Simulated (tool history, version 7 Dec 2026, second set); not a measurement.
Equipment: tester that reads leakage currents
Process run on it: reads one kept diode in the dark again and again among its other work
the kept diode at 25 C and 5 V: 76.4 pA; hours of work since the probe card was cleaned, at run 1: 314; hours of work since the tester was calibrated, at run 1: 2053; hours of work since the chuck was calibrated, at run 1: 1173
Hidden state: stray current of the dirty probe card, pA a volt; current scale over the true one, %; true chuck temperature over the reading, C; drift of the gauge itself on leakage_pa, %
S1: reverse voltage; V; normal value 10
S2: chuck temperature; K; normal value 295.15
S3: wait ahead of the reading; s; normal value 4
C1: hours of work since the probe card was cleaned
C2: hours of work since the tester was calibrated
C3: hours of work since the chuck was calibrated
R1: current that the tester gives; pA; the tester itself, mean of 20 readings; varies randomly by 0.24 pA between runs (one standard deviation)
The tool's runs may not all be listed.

run,hour,S1,S2,S3,C1,C2,C3,R1
1,0,10,295.15,4,314,2053,1173,87.47
2,76.2,10,295.15,4,362,2102,1222,88.84
3,160.3,10,295.15,1.07,416,2156,1275,91.91
4,249.6,10,327.15,4,472,2212,1332,1410.01
5,302.7,10,327.15,4,506,2246,1366,1422.65
6,347,10,295.15,4,534,2274,1394,91.51
7,434.2,10,295.15,4,590,2330,1449,92.34
8,484,10,295.15,4,622,2362,1481,92.75
# hour 503.8: chuck's temperature calibrated
9,573.8,10,295.15,4,678,2417,45,82.2
10,664.1,10,295.15,4,735,2475,102,83.28
11,748.1,2.2,320.15,1.72,788,2528,156,399.31
12,791.4,2.2,320.15,1.72,816,2556,183,400.36
13,860.2,2,299.15,4.5,860,2600,227,61.14
14,928.9,1.3,310.15,4.5,904,2643,271,138.87

The next listed run, before its measurement:
15,978.4,6.5,324.15,0.41,935,2675,302,?

R1: 875.64 pA
Without the tool's hidden state the same run would have given R1 850.9 pA.

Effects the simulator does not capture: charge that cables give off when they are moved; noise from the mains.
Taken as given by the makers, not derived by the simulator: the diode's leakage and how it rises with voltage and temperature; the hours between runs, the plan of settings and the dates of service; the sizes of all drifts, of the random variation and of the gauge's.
